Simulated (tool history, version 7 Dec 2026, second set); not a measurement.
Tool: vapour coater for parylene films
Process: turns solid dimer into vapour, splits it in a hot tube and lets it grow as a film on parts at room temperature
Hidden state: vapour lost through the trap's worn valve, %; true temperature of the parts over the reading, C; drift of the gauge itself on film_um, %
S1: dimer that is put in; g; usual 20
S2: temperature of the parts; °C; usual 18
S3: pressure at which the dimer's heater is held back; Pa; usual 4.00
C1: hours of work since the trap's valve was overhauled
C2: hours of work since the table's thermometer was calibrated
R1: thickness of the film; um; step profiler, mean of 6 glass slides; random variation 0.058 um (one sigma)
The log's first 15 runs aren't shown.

run    hour  S1  S2    S3   C1   C2    R1
 16   649.4  20  18  4.00  405   36  6.31
 17   691.1  20  18  4.00  423   54  6.34
 18   744.4  20  18  4.00  446   77  6.16
 19   795.5  20  18  4.00  468  100  6.13
 20   845.5  20  16  3.01  490  121  7.11
 21   899.2   9  19  8.12  514  145  2.43
 22   931.0  20  26  4.00  528  159  4.20
 23   954.7  26  16  7.77  538  169  7.89
 24   998.7  10  18  7.77  557  188  2.77
 25  1044.0  11  19  2.73  577  208  3.28
 26  1076.0  18  11  2.62  591  222  7.13
 27  1104.0  19  18  2.11  603  234  6.10
 28  1145.1  19  22  2.11  621  252  5.06
 29  1183.5  19  16  2.11  638  269  6.63
     1192.3  -- trap's valve overhauled
 30  1223.8  20  18  4.60   14  285  6.51
 31  1266.9  17  15  6.81   33  304  6.11
 32  1294.0  17  15  6.81   44  315  6.13
 33  1328.1   9  11  9.64   59  330  3.64
 34  1357.7  20  11  2.42   72  343  8.72
 35  1379.6   9  11  7.34   82  353  3.85
 36  1411.9   9  11  7.34   96  367  3.78

Forecast each of these 5 alternatives for the next run:
  A  1435.4  18  11  4.00  106  377   ?
  B  1435.4   9  13  7.34  106  377   ?
  C  1435.4  20  18  6.51  106  377   ?
  D  1435.4  20  18  2.51  106  377   ?
  E  1435.4  19  18  4.00  106  377   ?

run    R1
  A  7.86
  B  3.45
  C  6.23
  D  6.84
  E  6.31
Without the tool's hidden state the same runs would have given:
run    R1
  A  8.03
  B  3.59
  C  6.49
  D  7.13
  E  6.57
